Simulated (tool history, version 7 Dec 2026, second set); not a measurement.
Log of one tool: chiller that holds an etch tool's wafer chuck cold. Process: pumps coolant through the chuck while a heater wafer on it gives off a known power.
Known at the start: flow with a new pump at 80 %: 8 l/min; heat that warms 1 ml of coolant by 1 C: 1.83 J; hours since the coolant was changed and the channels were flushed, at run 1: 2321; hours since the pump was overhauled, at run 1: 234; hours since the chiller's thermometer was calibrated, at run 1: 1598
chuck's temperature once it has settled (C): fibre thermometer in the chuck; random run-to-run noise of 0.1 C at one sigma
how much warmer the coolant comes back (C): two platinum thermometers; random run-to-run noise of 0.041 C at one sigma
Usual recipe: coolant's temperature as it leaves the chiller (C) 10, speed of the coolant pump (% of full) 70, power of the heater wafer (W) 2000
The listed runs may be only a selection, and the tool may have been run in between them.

| run | hour | coolant's temperature as it leaves the chiller (C) | speed of the coolant pump (% of full) | power of the heater wafer (W) | hours since the coolant was changed and the channels were flushed | hours since the pump was overhauled | hours since the chiller's thermometer was calibrated | chuck's temperature once it has settled (C) | how much warmer the coolant comes back (C) |
|---|---|---|---|---|---|---|---|---|---|
| 1 | 0.0 | 10 | 70 | 2000 | 2321 | 234 | 1598 | 30.7 | 9.39 |
| 2 | 27.4 | 10 | 70 | 2000 | 2348 | 261 | 1625 | 30.7 | 9.36 |
| 3 | 56.4 | 10 | 70 | 2000 | 2377 | 290 | 1654 | 30.4 | 9.36 |
| 4 | 82.3 | 10 | 70 | 2000 | 2403 | 316 | 1680 | 30.6 | 9.40 |
| 5 | 103.1 | 10 | 70 | 2000 | 2424 | 337 | 1701 | 30.6 | 9.37 |
| 6 | 140.2 | 10 | 70 | 2000 | 2461 | 374 | 1738 | 30.7 | 9.35 |
| 7 | 182.2 | 10 | 70 | 2000 | 2503 | 416 | 1780 | 30.9 | 9.43 |
| 8 | 216.8 | 10 | 70 | 2000 | 2538 | 450 | 1814 | 30.9 | 9.43 |
| 9 | 238.8 | 15 | 70 | 2000 | 2560 | 472 | 1836 | 36.0 | 9.39 |
| 10 | 262.9 | 12 | 70 | 2000 | 2584 | 497 | 1861 | 33.0 | 9.44 |
|  | 271.6 | coolant pump overhauled |
| 11 | 292.0 | 10 | 70 | 2000 | 2608 | 20 | 1885 | 31.1 | 9.42 |
| 12 | 337.7 | 10 | 63 | 2000 | 2654 | 66 | 1930 | 33.4 | 10.51 |
| 13 | 373.2 | 10 | 63 | 2000 | 2689 | 102 | 1966 | 33.3 | 10.49 |
| 14 | 415.3 | 10 | 70 | 1086 | 2731 | 144 | 2008 | 21.7 | 5.14 |
| 15 | 435.6 | 6 | 96 | 1624 | 2752 | 164 | 2028 | 19.0 | 5.59 |
| 16 | 470.5 | 17 | 95 | 1441 | 2787 | 199 | 2063 | 28.7 | 5.02 |
| 17 | 507.1 | 17 | 95 | 1441 | 2823 | 235 | 2100 | 28.9 | 5.02 |
|  | 536.6 | coolant pump overhauled, once more |
| 18 | 548.7 | 10 | 80 | 2182 | 2860 | 12 | 2136 | 30.5 | 8.96 |
| 19 | 569.3 | 10 | 80 | 2182 | 2880 | 33 | 2157 | 30.5 | 8.93 |
| 20 | 605.2 | 14 | 80 | 1237 | 2916 | 69 | 2193 | 25.8 | 5.05 |
|  | 642.2 | chiller's thermometer calibrated |
| 21 | 654.7 | 18 | 76 | 1315 | 2965 | 117 | 12 | 30.8 | 5.70 |

Run 22 is up next; what results do you expect?
| 22 | 682.2 | 18 | 76 | 1315 | 2992 | 145 | 40 | ? | ? |

chuck's temperature once it has settled (C): 30.9
how much warmer the coolant comes back (C): 5.66
Minus the tool's unlogged condition, the same run would have read chuck's temperature once it has settled (C) 29.1, how much warmer the coolant comes back (C) 5.67.

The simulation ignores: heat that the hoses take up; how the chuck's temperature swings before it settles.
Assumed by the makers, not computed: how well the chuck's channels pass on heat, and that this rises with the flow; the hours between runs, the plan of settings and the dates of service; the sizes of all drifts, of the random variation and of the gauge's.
